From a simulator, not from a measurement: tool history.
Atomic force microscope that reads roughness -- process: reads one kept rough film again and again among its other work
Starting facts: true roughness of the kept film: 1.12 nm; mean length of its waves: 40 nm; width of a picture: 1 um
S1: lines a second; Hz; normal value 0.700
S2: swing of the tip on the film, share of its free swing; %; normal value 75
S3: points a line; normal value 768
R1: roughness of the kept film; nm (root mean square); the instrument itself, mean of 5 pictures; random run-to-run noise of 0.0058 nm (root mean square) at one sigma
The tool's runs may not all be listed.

Run 1, hour 0.0: usual settings. Result: R1 1.025 nm (root mean square).
Run 2, hour 8.4: usual settings. Result: R1 1.016 nm (root mean square).
Run 3, hour 22.6: usual settings. Result: R1 0.983 nm (root mean square).
Run 4, hour 31.4: usual settings. Result: R1 0.960 nm (root mean square).
At hour 37.3: new tip fitted.
Run 5, hour 42.9: usual settings. Result: R1 1.024 nm (root mean square).
Run 6, hour 49.9: usual settings. Result: R1 1.020 nm (root mean square).
Run 7, hour 63.8: usual settings. Result: R1 0.977 nm (root mean square).
Run 8, hour 75.4: usual settings but S2 87 %. Result: R1 0.931 nm (root mean square).
At hour 82.0: new tip fitted.
Run 9, hour 88.8: usual settings but S2 87 %. Result: R1 0.991 nm (root mean square).
Run 10, hour 100.5: usual settings but S2 87 %. Result: R1 0.977 nm (root mean square).
Run 11, hour 111.5: usual settings but S2 87 %. Result: R1 0.942 nm (root mean square).
Run 12, hour 117.6: usual settings but S2 87 %. Result: R1 0.936 nm (root mean square).
Run 13, hour 123.5: usual settings but S2 87 %. Result: R1 0.920 nm (root mean square).
At hour 126.8: new tip fitted.
Run 14, hour 130.5: usual settings but S1 1.794 Hz. Result: R1 0.970 nm (root mean square).
Run 15, hour 137.4: usual settings but S1 1.794 Hz. Result: R1 0.948 nm (root mean square).
Run 16, hour 149.9: usual settings but S1 1.794 Hz. Result: R1 0.922 nm (root mean square).
Run 17, hour 158.8: usual settings but S1 2.504 Hz. Result: R1 0.883 nm (root mean square).
Run 18, hour 166.8: usual settings but S1 2.504 Hz. Result: R1 0.856 nm (root mean square).
At hour 172.0: new tip fitted.
Run 19, hour 176.0: usual settings but S1 2.504 Hz. Result: R1 0.923 nm (root mean square).
Run 20, hour 188.9: usual settings but S1 2.504 Hz. Result: R1 0.906 nm (root mean square).
Run 21, hour 196.6: usual settings but S1 2.504 Hz. Result: R1 0.884 nm (root mean square).
Run 22, hour 210.3: usual settings but S1 2.504 Hz. Result: R1 0.857 nm (root mean square).
At hour 216.8: new tip fitted.
Run 23, hour 221.4: usual settings but S1 2.504 Hz. Result: R1 0.924 nm (root mean square).
Run 24, hour 229.9: usual settings but S1 2.504 Hz. Result: R1 0.906 nm (root mean square).
Run 25, hour 239.7: usual settings but S1 2.504 Hz. Result: R1 0.882 nm (root mean square).
Run 26, hour 249.9: usual settings but S1 2.504 Hz. Result: R1 0.873 nm (root mean square).
Run 27, hour 259.2: usual settings but S1 2.504 Hz. Result: R1 0.850 nm (root mean square).
At hour 261.9: new tip fitted.
Run 28, hour 269.6: usual settings but S1 0.943 Hz, S2 77 %, S3 416. Result: R1 1.000 nm (root mean square).

Forecast run 29:
Run 29, hour 282.1: usual settings but S3 318. Result: R1 ?.

{"run 29": {"R1": 0.982}}
On a tool with no hidden condition, and with the same random variation, this run would have come out at R1 1.026 nm (root mean square).

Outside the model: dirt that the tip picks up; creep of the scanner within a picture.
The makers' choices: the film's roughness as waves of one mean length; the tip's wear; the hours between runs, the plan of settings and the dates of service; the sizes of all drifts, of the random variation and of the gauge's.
